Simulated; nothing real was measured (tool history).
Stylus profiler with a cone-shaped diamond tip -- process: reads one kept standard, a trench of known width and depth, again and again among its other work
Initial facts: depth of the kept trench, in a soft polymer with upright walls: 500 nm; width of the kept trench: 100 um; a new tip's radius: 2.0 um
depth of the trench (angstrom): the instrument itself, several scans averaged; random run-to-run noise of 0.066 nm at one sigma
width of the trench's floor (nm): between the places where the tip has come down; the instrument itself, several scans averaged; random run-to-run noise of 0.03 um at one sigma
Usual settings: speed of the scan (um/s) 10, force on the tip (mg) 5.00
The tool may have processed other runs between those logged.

run,day,speed of the scan (um/s),force on the tip (mg),depth of the trench (angstrom),width of the trench's floor (nm)
1,0.000,10,5.00,5104.8,97330
2,1.542,10,8.14,5144.9,97310
3,2.671,10,8.14,5145.1,97360
4,3.512,10,5.00,5104.6,97270
5,4.321,3,5.00,5106.0,97380
6,5.550,10,5.00,5104.8,97310
7,7.038,10,5.00,5104.5,97350
8,7.896,10,5.00,5104.6,97310
9,8.688,10,5.00,5105.3,97310
10,9.838,34,5.00,5105.2,97270
11,11.658,10,5.00,5104.2,97300
12,13.421,10,5.00,5105.1,97330
13,14.521,7,5.00,5105.9,97340
14,15.829,7,5.00,5105.7,97330
15,16.683,7,5.00,5104.7,97330
16,17.504,10,14.88,5217.5,97310
17,19.321,10,14.88,5216.2,97320
18,20.179,10,14.88,5217.6,97340
19,21.517,10,6.43,5125.3,97300
20,22.571,10,6.43,5124.6,97340
21,23.892,3,7.63,5138.6,97320
22,25.558,3,7.63,5138.3,97310
23,27.279,9,3.20,5077.2,97310
24,28.821,25,1.81,5052.8,97220
25,30.038,9,13.06,5199.1,97260
26,30.929,9,13.06,5199.6,97260
27,32.338,17,1.75,5052.5,97240
28,33.417,2,1.96,5056.4,97290
29,35.117,2,4.38,5095.6,97290
30,36.888,13,3.76,5086.6,97310
31,38.283,4,7.63,5139.2,97310
32,39.717,3,8.14,5146.0,97340
33,40.571,4,1.77,5052.5,97320
34,41.846,22,11.33,5181.1,97290
35,43.275,15,13.84,5206.8,97290
36,44.583,15,13.84,5208.3,97330
37,45.817,5,13.89,5207.9,97300
38,46.704,10,14.84,5217.3,97320
39,48.412,27,4.43,5097.5,97260

Branching from run 39: 4 alternative next runs. What would each branch give?
# day 49.108: height scale calibrated on a step standard
A,49.350,15,9.14,?,?
# day 49.108: height scale calibrated on a step standard
B,49.350,27,8.03,?,?
# day 49.108: height scale calibrated on a step standard
C,49.350,2,7.35,?,?
# day 49.108: height scale calibrated on a step standard
D,49.350,10,3.62,?,?

run,depth of the trench (angstrom),width of the trench's floor (nm)
A,5157.8,97270
B,5144.0,97250
C,5136.1,97350
D,5085.1,97250
With the hidden condition removed and each run's random variation left untouched, the same runs would have given:
run,depth of the trench (angstrom),width of the trench's floor (nm)
A,5157.8,97300
B,5144.0,97270
C,5136.1,97370
D,5085.1,97270
